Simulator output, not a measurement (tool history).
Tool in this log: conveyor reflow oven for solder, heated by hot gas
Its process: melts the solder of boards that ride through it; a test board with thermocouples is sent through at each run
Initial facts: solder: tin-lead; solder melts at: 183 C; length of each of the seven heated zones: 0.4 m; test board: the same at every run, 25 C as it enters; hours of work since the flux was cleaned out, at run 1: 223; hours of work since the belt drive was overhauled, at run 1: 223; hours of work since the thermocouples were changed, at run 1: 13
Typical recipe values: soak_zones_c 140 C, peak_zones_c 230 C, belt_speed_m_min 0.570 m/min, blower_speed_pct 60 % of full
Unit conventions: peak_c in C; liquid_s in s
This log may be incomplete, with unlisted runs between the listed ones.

| run | day | soak_zones_c | peak_zones_c | belt_speed_m_min | blower_speed_pct | hours of work since the flux was cleaned out | hours of work since the belt drive was overhauled | hours of work since the thermocouples were changed | peak_c | liquid_s |
|---|---|---|---|---|---|---|---|---|---|---|
| 1 | 0.000 | 140 | 230 | 0.570 | 60 | 223 | 223 | 13 | 211.3 | 57.6 |
|  | 0.942 | flux residue cleaned out of gas plates and filters |
| 2 | 1.046 | 140 | 230 | 0.570 | 60 | 2 | 238 | 28 | 211.0 | 57.4 |
| 3 | 1.575 | 140 | 230 | 0.570 | 60 | 11 | 248 | 38 | 209.8 | 57.4 |
| 4 | 2.300 | 140 | 230 | 0.570 | 60 | 24 | 261 | 51 | 210.4 | 56.9 |
| 5 | 2.925 | 140 | 230 | 0.570 | 60 | 36 | 272 | 62 | 210.8 | 57.3 |
| 6 | 3.662 | 140 | 230 | 0.570 | 60 | 49 | 285 | 75 | 210.8 | 57.1 |
| 7 | 4.450 | 140 | 230 | 0.570 | 60 | 63 | 300 | 89 | 210.8 | 56.8 |
| 8 | 5.096 | 140 | 230 | 0.570 | 60 | 75 | 311 | 101 | 211.6 | 57.1 |
| 9 | 5.633 | 140 | 230 | 0.570 | 60 | 84 | 321 | 111 | 211.1 | 56.9 |
| 10 | 6.354 | 140 | 230 | 0.473 | 60 | 97 | 334 | 124 | 216.1 | 76.9 |
| 11 | 7.008 | 140 | 230 | 0.473 | 60 | 109 | 346 | 135 | 216.2 | 77.4 |
| 12 | 7.512 | 140 | 230 | 0.570 | 60 | 118 | 355 | 145 | 210.8 | 56.1 |
| 13 | 8.296 | 140 | 230 | 0.570 | 60 | 132 | 369 | 159 | 211.3 | 56.8 |
| 14 | 8.721 | 140 | 230 | 0.570 | 60 | 140 | 376 | 166 | 211.2 | 56.9 |
| 15 | 9.221 | 140 | 230 | 0.570 | 60 | 149 | 385 | 175 | 211.3 | 55.9 |
| 16 | 10.021 | 140 | 241 | 0.540 | 86 | 163 | 400 | 190 | 230.1 | 77.4 |
| 17 | 10.579 | 141 | 241 | 0.519 | 63 | 173 | 410 | 200 | 224.9 | 75.7 |
| 18 | 11.233 | 141 | 241 | 0.519 | 63 | 185 | 422 | 212 | 224.6 | 77.5 |
| 19 | 11.846 | 140 | 225 | 0.570 | 58 | 196 | 433 | 223 | 206.7 | 51.1 |
| 20 | 12.671 | 140 | 225 | 0.570 | 58 | 211 | 448 | 237 | 206.5 | 50.7 |
| 21 | 13.512 | 140 | 225 | 0.570 | 58 | 226 | 463 | 253 | 206.0 | 51.3 |
| 22 | 13.975 | 140 | 228 | 0.570 | 55 | 235 | 471 | 261 | 207.5 | 52.9 |
|  | 14.321 | flux residue cleaned out of gas plates and filters |
| 23 | 14.700 | 153 | 231 | 0.525 | 54 | 7 | 480 | 270 | 213.6 | 73.1 |
| 24 | 15.400 | 153 | 231 | 0.525 | 54 | 19 | 493 | 283 | 214.9 | 71.9 |
| 25 | 16.121 | 153 | 231 | 0.525 | 54 | 32 | 506 | 296 | 214.8 | 72.8 |
| 26 | 16.929 | 153 | 231 | 0.525 | 54 | 47 | 520 | 310 | 215.2 | 72.4 |
| 27 | 17.517 | 153 | 231 | 0.525 | 54 | 58 | 531 | 321 | 214.7 | 73.2 |
| 28 | 18.192 | 148 | 231 | 0.666 | 52 | 70 | 543 | 333 | 204.1 | 41.7 |
| 29 | 18.754 | 148 | 235 | 0.666 | 55 | 80 | 553 | 343 | 210.2 | 48.4 |
| 30 | 19.525 | 136 | 245 | 0.608 | 51 | 94 | 567 | 357 | 214.1 | 55.3 |

Hidden state at the last listed run before each entry between runs and at the first one after, where it differs:
Logged between run 1 and run 2: flux residue cleaned out of gas plates and filters (day 0.942)
  heat that the gas passes to the board, % of a clean oven's: 99.5 -> 99.9; true gas temperature in zones 6 and 7 over the reading, C: 0.06 -> 0.07
Logged between run 22 and run 23: flux residue cleaned out of gas plates and filters (day 14.321)
  heat that the gas passes to the board, % of a clean oven's: 99.5 -> 99.9
